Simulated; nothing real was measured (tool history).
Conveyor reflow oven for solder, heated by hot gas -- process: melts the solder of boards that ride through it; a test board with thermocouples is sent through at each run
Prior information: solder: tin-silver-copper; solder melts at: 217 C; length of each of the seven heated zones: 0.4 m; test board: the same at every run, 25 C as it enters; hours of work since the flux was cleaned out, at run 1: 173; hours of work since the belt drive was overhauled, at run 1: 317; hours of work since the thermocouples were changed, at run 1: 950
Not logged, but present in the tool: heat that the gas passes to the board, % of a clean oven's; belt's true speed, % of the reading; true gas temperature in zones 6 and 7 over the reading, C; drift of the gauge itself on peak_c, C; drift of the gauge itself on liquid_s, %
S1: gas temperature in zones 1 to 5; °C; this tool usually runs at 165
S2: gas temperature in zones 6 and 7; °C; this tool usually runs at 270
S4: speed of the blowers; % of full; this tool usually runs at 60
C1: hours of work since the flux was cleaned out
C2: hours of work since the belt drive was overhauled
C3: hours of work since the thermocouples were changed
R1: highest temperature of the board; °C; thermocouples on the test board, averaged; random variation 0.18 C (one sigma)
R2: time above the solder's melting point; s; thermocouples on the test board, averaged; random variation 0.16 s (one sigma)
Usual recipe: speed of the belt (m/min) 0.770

run 1 hour=0.0 | S1=165 S2=270 speed_of_the_belt_(m/min)=0.770 S4=60 | C1=173 C2=317 C3=950 | R1=243.0 R2=36.8
run 2 hour=46.8 | S1=165 S2=270 speed_of_the_belt_(m/min)=0.770 S4=60 | C1=192 C2=337 C3=969 | R1=242.9 R2=36.3
run 3 hour=91.6 | S1=165 S2=270 speed_of_the_belt_(m/min)=0.770 S4=65 | C1=211 C2=356 C3=988 | R1=244.3 R2=37.8
-- hour=135.8 thermocouples of zones 6 and 7 changed
run 4 hour=147.4 | S1=165 S2=270 speed_of_the_belt_(m/min)=0.770 S4=60 | C1=234 C2=378 C3=5 | R1=245.5 R2=37.9
run 5 hour=188.1 | S1=165 S2=270 speed_of_the_belt_(m/min)=0.770 S4=60 | C1=251 C2=396 C3=22 | R1=245.1 R2=38.3
run 6 hour=234.4 | S1=165 S2=270 speed_of_the_belt_(m/min)=0.653 S4=60 | C1=270 C2=415 C3=41 | R1=251.3 R2=51.5
run 7 hour=282.5 | S1=165 S2=270 speed_of_the_belt_(m/min)=0.770 S4=60 | C1=290 C2=435 C3=62 | R1=244.9 R2=37.8
run 8 hour=307.1 | S1=165 S2=270 speed_of_the_belt_(m/min)=0.770 S4=60 | C1=301 C2=445 C3=72 | R1=244.9 R2=38.0
run 9 hour=358.4 | S1=165 S2=270 speed_of_the_belt_(m/min)=0.770 S4=60 | C1=322 C2=467 C3=93 | R1=244.4 R2=37.5
-- hour=365.5 belt drive overhauled, speed set with a stopwatch
run 10 hour=394.9 | S1=165 S2=270 speed_of_the_belt_(m/min)=0.770 S4=60 | C1=336 C2=12 C3=107 | R1=244.5 R2=37.9
run 11 hour=424.8 | S1=158 S2=261 speed_of_the_belt_(m/min)=0.770 S4=66 | C1=348 C2=25 C3=120 | R1=237.9 R2=30.6
run 12 hour=473.3 | S1=178 S2=261 speed_of_the_belt_(m/min)=0.803 S4=73 | C1=369 C2=45 C3=140 | R1=242.6 R2=38.7
run 13 hour=500.1 | S1=163 S2=280 speed_of_the_belt_(m/min)=0.770 S4=60 | C1=380 C2=56 C3=151 | R1=251.7 R2=42.3
run 14 hour=523.7 | S1=163 S2=280 speed_of_the_belt_(m/min)=0.770 S4=60 | C1=390 C2=66 C3=161 | R1=251.8 R2=42.2
run 15 hour=560.3 | S1=163 S2=280 speed_of_the_belt_(m/min)=0.770 S4=60 | C1=405 C2=82 C3=176 | R1=251.8 R2=42.0
run 16 hour=596.7 | S1=170 S2=261 speed_of_the_belt_(m/min)=0.693 S4=57 | C1=420 C2=97 C3=192 | R1=240.8 R2=41.1
-- hour=624.5 flux residue cleaned out of gas plates and filters
-- hour=631.6 belt drive overhauled, speed set with a stopwatch, once more
run 17 hour=647.6 | S1=177 S2=265 speed_of_the_belt_(m/min)=0.693 S4=57 | C1=8 C2=7 C3=209 | R1=246.8 R2=48.3
run 18 hour=693.1 | S1=165 S2=270 speed_of_the_belt_(m/min)=0.777 S4=70 | C1=27 C2=26 C3=228 | R1=248.4 R2=40.5
run 19 hour=739.9 | S1=165 S2=270 speed_of_the_belt_(m/min)=0.770 S4=86 | C1=47 C2=45 C3=248 | R1=252.7 R2=44.5

Alternative continuations, all from the tool just after run 19; predict every row:
run A hour=779.3 | S1=165 S2=280 speed_of_the_belt_(m/min)=0.770 S4=60 | C1=63 C2=62 C3=265 | R1=? R2=?
run B hour=779.3 | S1=168 S2=275 speed_of_the_belt_(m/min)=0.770 S4=83 | C1=63 C2=62 C3=265 | R1=? R2=?
run C hour=779.3 | S1=165 S2=270 speed_of_the_belt_(m/min)=0.672 S4=78 | C1=63 C2=62 C3=265 | R1=? R2=?
run D hour=779.3 | S1=150 S2=270 speed_of_the_belt_(m/min)=0.770 S4=79 | C1=63 C2=62 C3=265 | R1=? R2=?
run E hour=779.3 | S1=165 S2=284 speed_of_the_belt_(m/min)=0.770 S4=55 | C1=63 C2=62 C3=265 | R1=? R2=?

run=A R1=253.2 R2=43.3
run=B R1=256.6 R2=47.3
run=C R1=255.3 R2=53.1
run=D R1=248.2 R2=37.9
run=E R1=254.8 R2=43.8
Without the tool's hidden state the same runs would have given:
run=A R1=253.9 R2=43.7
run=B R1=257.3 R2=47.6
run=C R1=256.0 R2=53.6
run=D R1=248.9 R2=38.4
run=E R1=255.5 R2=44.2
